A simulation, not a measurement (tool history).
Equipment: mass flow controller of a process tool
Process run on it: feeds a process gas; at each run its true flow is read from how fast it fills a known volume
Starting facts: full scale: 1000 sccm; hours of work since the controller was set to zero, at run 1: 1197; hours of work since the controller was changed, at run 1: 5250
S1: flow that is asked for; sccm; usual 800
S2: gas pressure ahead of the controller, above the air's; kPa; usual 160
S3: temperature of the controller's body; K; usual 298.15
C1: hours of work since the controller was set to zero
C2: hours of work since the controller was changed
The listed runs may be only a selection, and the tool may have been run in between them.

{"run": 1, "hour": 0.0, "S1": 800, "S2": 160, "S3": 298.15, "C1": 1197, "C2": 5250, "true flow (%)": 100.45}
{"run": 2, "hour": 207.1, "S1": 800, "S2": 160, "S3": 298.15, "C1": 1329, "C2": 5383, "true flow (%)": 100.63}
{"run": 3, "hour": 427.0, "S1": 800, "S2": 160, "S3": 298.15, "C1": 1470, "C2": 5524, "true flow (%)": 100.62}
{"run": 4, "hour": 622.5, "S1": 800, "S2": 160, "S3": 298.15, "C1": 1595, "C2": 5649, "true flow (%)": 100.75}
{"run": 5, "hour": 802.1, "S1": 800, "S2": 149, "S3": 298.15, "C1": 1710, "C2": 5764, "true flow (%)": 100.74}
{"run": 6, "hour": 1023.9, "S1": 800, "S2": 149, "S3": 298.15, "C1": 1852, "C2": 5906, "true flow (%)": 100.76}
{"run": 7, "hour": 1183.7, "S1": 800, "S2": 149, "S3": 298.15, "C1": 1954, "C2": 6008, "true flow (%)": 100.86}
{"run": 8, "hour": 1399.4, "S1": 800, "S2": 264, "S3": 298.15, "C1": 2093, "C2": 6146, "true flow (%)": 100.97}
{"run": 9, "hour": 1568.6, "S1": 800, "S2": 264, "S3": 309.15, "C1": 2201, "C2": 6255, "true flow (%)": 100.07}
{"run": 10, "hour": 1659.4, "S1": 800, "S2": 264, "S3": 309.15, "C1": 2259, "C2": 6313, "true flow (%)": 100.04}
{"run": 11, "hour": 1841.6, "S1": 800, "S2": 264, "S3": 309.15, "C1": 2376, "C2": 6429, "true flow (%)": 100.16}
{"run": 12, "hour": 2026.5, "S1": 800, "S2": 160, "S3": 298.15, "C1": 2494, "C2": 6548, "true flow (%)": 100.84}
{"run": 13, "hour": 2138.6, "S1": 800, "S2": 160, "S3": 298.15, "C1": 2566, "C2": 6620, "true flow (%)": 100.84}
{"run": 14, "hour": 2307.4, "S1": 800, "S2": 152, "S3": 298.15, "C1": 2674, "C2": 6728, "true flow (%)": 100.96}
{"run": 15, "hour": 2420.1, "S1": 800, "S2": 152, "S3": 298.15, "C1": 2746, "C2": 6800, "true flow (%)": 100.95}
{"run": 16, "hour": 2629.8, "S1": 800, "S2": 152, "S3": 298.15, "C1": 2880, "C2": 6934, "true flow (%)": 101.0}
{"run": 17, "hour": 2805.8, "S1": 800, "S2": 152, "S3": 298.15, "C1": 2993, "C2": 7047, "true flow (%)": 101.08}
{"run": 18, "hour": 2908.5, "S1": 800, "S2": 152, "S3": 298.15, "C1": 3059, "C2": 7113, "true flow (%)": 101.1}
{"run": 19, "hour": 3080.4, "S1": 800, "S2": 152, "S3": 298.15, "C1": 3169, "C2": 7223, "true flow (%)": 101.1}
{"run": 20, "hour": 3248.6, "S1": 800, "S2": 226, "S3": 298.15, "C1": 3276, "C2": 7330, "true flow (%)": 101.15}
{"run": 21, "hour": 3399.4, "S1": 433, "S2": 140, "S3": 305.15, "C1": 3373, "C2": 7427, "true flow (%)": 100.86}
{"run": 22, "hour": 3502.9, "S1": 433, "S2": 140, "S3": 305.15, "C1": 3439, "C2": 7493, "true flow (%)": 100.74}
{"run": 23, "hour": 3654.5, "S1": 433, "S2": 140, "S3": 305.15, "C1": 3536, "C2": 7590, "true flow (%)": 100.99}
{"run": 24, "hour": 3798.2, "S1": 103, "S2": 159, "S3": 304.15, "C1": 3628, "C2": 7682, "true flow (%)": 104.57}
{"run": 25, "hour": 3892.2, "S1": 103, "S2": 159, "S3": 304.15, "C1": 3689, "C2": 7742, "true flow (%)": 104.59}
{"run": 26, "hour": 4067.8, "S1": 945, "S2": 160, "S3": 311.15, "C1": 3801, "C2": 7855, "true flow (%)": 100.21}
{"run": 27, "hour": 4245.8, "S1": 945, "S2": 160, "S3": 311.15, "C1": 3915, "C2": 7969, "true flow (%)": 100.17}
{"run": 28, "hour": 4392.8, "S1": 945, "S2": 241, "S3": 311.15, "C1": 4009, "C2": 8063, "true flow (%)": 100.25}
{"hour": 4421.8, "done": "controller's zero set anew"}
{"run": 29, "hour": 4485.2, "S1": 166, "S2": 241, "S3": 311.15, "C1": 41, "C2": 8122, "true flow (%)": 99.33}
{"run": 30, "hour": 4628.5, "S1": 166, "S2": 241, "S3": 311.15, "C1": 132, "C2": 8213, "true flow (%)": 99.42}
{"run": 31, "hour": 4777.5, "S1": 150, "S2": 239, "S3": 298.15, "C1": 228, "C2": 8309, "true flow (%)": 100.47}
{"run": 32, "hour": 4984.6, "S1": 886, "S2": 239, "S3": 298.15, "C1": 360, "C2": 8441, "true flow (%)": 100.9}

Expected results for the next run?
{"run": 33, "hour": 5119.3, "S1": 886, "S2": 142, "S3": 298.15, "C1": 447, "C2": 8528, "true flow (%)": "?"}

{"run 33": {"true flow (%)": 100.79}}
Were there no unlogged condition in the tool, this run, its random variation unchanged, would have produced true flow (%) 99.87.
